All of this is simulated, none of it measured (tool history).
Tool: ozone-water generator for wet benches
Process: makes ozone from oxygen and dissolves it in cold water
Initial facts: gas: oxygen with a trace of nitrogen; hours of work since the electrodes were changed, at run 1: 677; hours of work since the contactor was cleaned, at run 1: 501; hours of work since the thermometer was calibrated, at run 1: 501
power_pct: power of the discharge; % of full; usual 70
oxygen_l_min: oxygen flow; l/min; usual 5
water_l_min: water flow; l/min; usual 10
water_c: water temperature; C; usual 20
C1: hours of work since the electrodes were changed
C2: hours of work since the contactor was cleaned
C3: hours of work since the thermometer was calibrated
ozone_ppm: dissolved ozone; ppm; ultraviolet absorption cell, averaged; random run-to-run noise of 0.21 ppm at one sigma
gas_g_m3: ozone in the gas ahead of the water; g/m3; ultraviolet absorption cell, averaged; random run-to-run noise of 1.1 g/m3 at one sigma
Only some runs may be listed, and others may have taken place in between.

Run 1, hour 0: usual settings; C1 677; C2 501; C3 501. Result: ozone_ppm 30.9 ppm, gas_g_m3 200 g/m3.
Run 2, hour 117.7: usual settings but water_l_min 12 l/min; C1 781; C2 605; C3 605. Result: ozone_ppm 27.6 ppm, gas_g_m3 197.6 g/m3.
Run 3, hour 240.6: usual settings but water_l_min 12 l/min; C1 890; C2 714; C3 714. Result: ozone_ppm 27.3 ppm, gas_g_m3 197 g/m3.
Run 4, hour 320: usual settings but power_pct 55 % of full; C1 960; C2 784; C3 784. Result: ozone_ppm 25.5 ppm, gas_g_m3 163.6 g/m3.
Run 5, hour 407.4: usual settings; C1 1037; C2 862; C3 862. Result: ozone_ppm 30.2 ppm, gas_g_m3 196.5 g/m3.
Run 6, hour 504.3: usual settings but power_pct 94 % of full; C1 1123; C2 947; C3 947. Result: ozone_ppm 37.1 ppm, gas_g_m3 243.2 g/m3.
Run 7, hour 574.9: usual settings but power_pct 94 % of full; C1 1185; C2 1010; C3 1010. Result: ozone_ppm 37.2 ppm, gas_g_m3 243.6 g/m3.
Run 8, hour 700.4: usual settings but power_pct 94 % of full; C1 1296; C2 1121; C3 1121. Result: ozone_ppm 36.9 ppm, gas_g_m3 242.8 g/m3.
Run 9, hour 847.4: usual settings but power_pct 94 % of full; C1 1426; C2 1251; C3 1251. Result: ozone_ppm 36.6 ppm, gas_g_m3 240.6 g/m3.
Run 10, hour 962.2: usual settings but power_pct 94 % of full, water_l_min 11 l/min; C1 1528; C2 1352; C3 1352. Result: ozone_ppm 34.3 ppm, gas_g_m3 239.3 g/m3.
Run 11, hour 1035.5: usual settings but power_pct 94 % of full, water_l_min 11 l/min; C1 1593; C2 1417; C3 1417. Result: ozone_ppm 34.2 ppm, gas_g_m3 240 g/m3.
Run 12, hour 1105.6: usual settings but water_c 28 C; C1 1655; C2 1479; C3 1479. Result: ozone_ppm 24.5 ppm, gas_g_m3 193.5 g/m3.
Run 13, hour 1261: usual settings but water_c 28 C; C1 1792; C2 1617; C3 1617. Result: ozone_ppm 24.3 ppm, gas_g_m3 193.2 g/m3.
Run 14, hour 1388.3: usual settings but water_c 28 C; C1 1905; C2 1729; C3 1729. Result: ozone_ppm 24.5 ppm, gas_g_m3 193.1 g/m3.
At hour 1472.5: contactor cleaned.
Run 15, hour 1472.5: usual settings; C1 1976; C2 0; C3 1800. Result: ozone_ppm 29.2 ppm, gas_g_m3 190.9 g/m3.
Run 16, hour 1591.2: usual settings; C1 2081; C2 105; C3 1905. Result: ozone_ppm 29.2 ppm, gas_g_m3 190.1 g/m3.
Run 17, hour 1722.9: usual settings; C1 2197; C2 222; C3 2022. Result: ozone_ppm 29.2 ppm, gas_g_m3 190.4 g/m3.
Run 18, hour 1837.3: usual settings but power_pct 50 % of full, oxygen_l_min 7.5 l/min, water_c 26 C; C1 2298; C2 323; C3 2123. Result: ozone_ppm 19.4 ppm, gas_g_m3 125.6 g/m3.
Run 19, hour 1953: usual settings but power_pct 50 % of full, oxygen_l_min 7.5 l/min, water_c 26 C; C1 2401; C2 425; C3 2225. Result: ozone_ppm 18.9 ppm, gas_g_m3 125.7 g/m3.
Run 20, hour 2026.1: usual settings but water_l_min 9 l/min; C1 2465; C2 490; C3 2290. Result: ozone_ppm 30.5 ppm, gas_g_m3 188.5 g/m3.
Run 21, hour 2149.7: usual settings but water_l_min 9 l/min; C1 2575; C2 599; C3 2399. Result: ozone_ppm 30.2 ppm, gas_g_m3 188.1 g/m3.
Run 22, hour 2258: usual settings but oxygen_l_min 8.15 l/min, water_l_min 13 l/min; C1 2670; C2 695; C3 2495. Result: ozone_ppm 24.1 ppm, gas_g_m3 153.9 g/m3.
Run 23, hour 2352.5: usual settings but oxygen_l_min 8.15 l/min, water_l_min 13 l/min; C1 2754; C2 778; C3 2578. Result: ozone_ppm 24.2 ppm, gas_g_m3 152.6 g/m3.
Run 24, hour 2450.6: usual settings but power_pct 64 % of full, oxygen_l_min 4.32 l/min, water_l_min 14 l/min, water_c 22 C; C1 2841; C2 865; C3 2665. Result: ozone_ppm 20.8 ppm, gas_g_m3 185.6 g/m3.
Run 25, hour 2574.2: usual settings but water_c 16 C; C1 2950; C2 974; C3 2774. Result: ozone_ppm 30.1 ppm, gas_g_m3 186 g/m3.
Run 26, hour 2675.6: usual settings but power_pct 87 % of full; C1 3040; C2 1064; C3 2864. Result: ozone_ppm 32.7 ppm, gas_g_m3 214.6 g/m3.
Run 27, hour 2822.2: usual settings but power_pct 87 % of full, water_l_min 8 l/min; C1 3169; C2 1194; C3 2994. Result: ozone_ppm 36.3 ppm, gas_g_m3 214.2 g/m3.
Run 28, hour 2985.3: usual settings but power_pct 87 % of full, water_l_min 8 l/min; C1 3314; C2 1338; C3 3138. Result: ozone_ppm 36.1 ppm, gas_g_m3 210 g/m3.
Run 29, hour 3104: usual settings but oxygen_l_min 4.9 l/min, water_c 21 C; C1 3419; C2 1443; C3 3243. Result: ozone_ppm 27.1 ppm, gas_g_m3 185.2 g/m3.
Run 30, hour 3240: usual settings but oxygen_l_min 4.9 l/min, water_c 21 C; C1 3539; C2 1563; C3 3363. Result: ozone_ppm 27 ppm, gas_g_m3 181.9 g/m3.
Run 31, hour 3322.7: usual settings but water_l_min 6 l/min, water_c 25 C; C1 3612; C2 1636; C3 3437. Result: ozone_ppm 30.7 ppm, gas_g_m3 182.9 g/m3.
Run 32, hour 3482.4: usual settings but power_pct 51 % of full, water_c 17 C; C1 3753; C2 1778; C3 3578. Result: ozone_ppm 23.1 ppm, gas_g_m3 147 g/m3.
At hour 3507.9: contactor cleaned.
Run 33, hour 3586.3: usual settings but power_pct 54 % of full, oxygen_l_min 8.93 l/min, water_l_min 9 l/min; C1 3842; C2 69; C3 3666. Result: ozone_ppm 22.6 ppm, gas_g_m3 119.8 g/m3.

Below, some changes in ozone_ppm between adjacent runs. For each, the amount present without the hidden state too (settings, incoming material, random variation) and the amount remaining for the hidden state with gauge scatter not shared by both compared results:
Unlogged tool condition in this case: yield of the discharge, % of new electrodes'; contactor's efficiency, % of a clean one's; true water temperature over the reading, C; drift of the gauge itself on ozone_ppm, %; drift of the gauge itself on gas_g_m3, %.
Run 11 -> 12: power_pct 94 -> 70, water_l_min 11 -> 10, water_c 20 -> 28. ozone_ppm -9.7 ppm: hidden state +1.1, all else -10.8.
Run 17 -> 18: power_pct 70 -> 50, oxygen_l_min 5 -> 7.5, water_c 20 -> 26. ozone_ppm -9.8 ppm: hidden state +1.1, all else -10.9.
Run 19 -> 20: power_pct 50 -> 70, oxygen_l_min 7.5 -> 5, water_l_min 10 -> 9, water_c 26 -> 20. ozone_ppm +11.6 ppm: hidden state -1.5, all else +13.1.
Run 28 -> 29: power_pct 87 -> 70, oxygen_l_min 5 -> 4.9, water_l_min 8 -> 10, water_c 20 -> 21. ozone_ppm -9 ppm: hidden state +1.9, all else -10.9.
Run 31 -> 32: power_pct 70 -> 51, water_l_min 6 -> 10, water_c 25 -> 17. ozone_ppm -7.6 ppm: hidden state +1.6, all else -9.2.
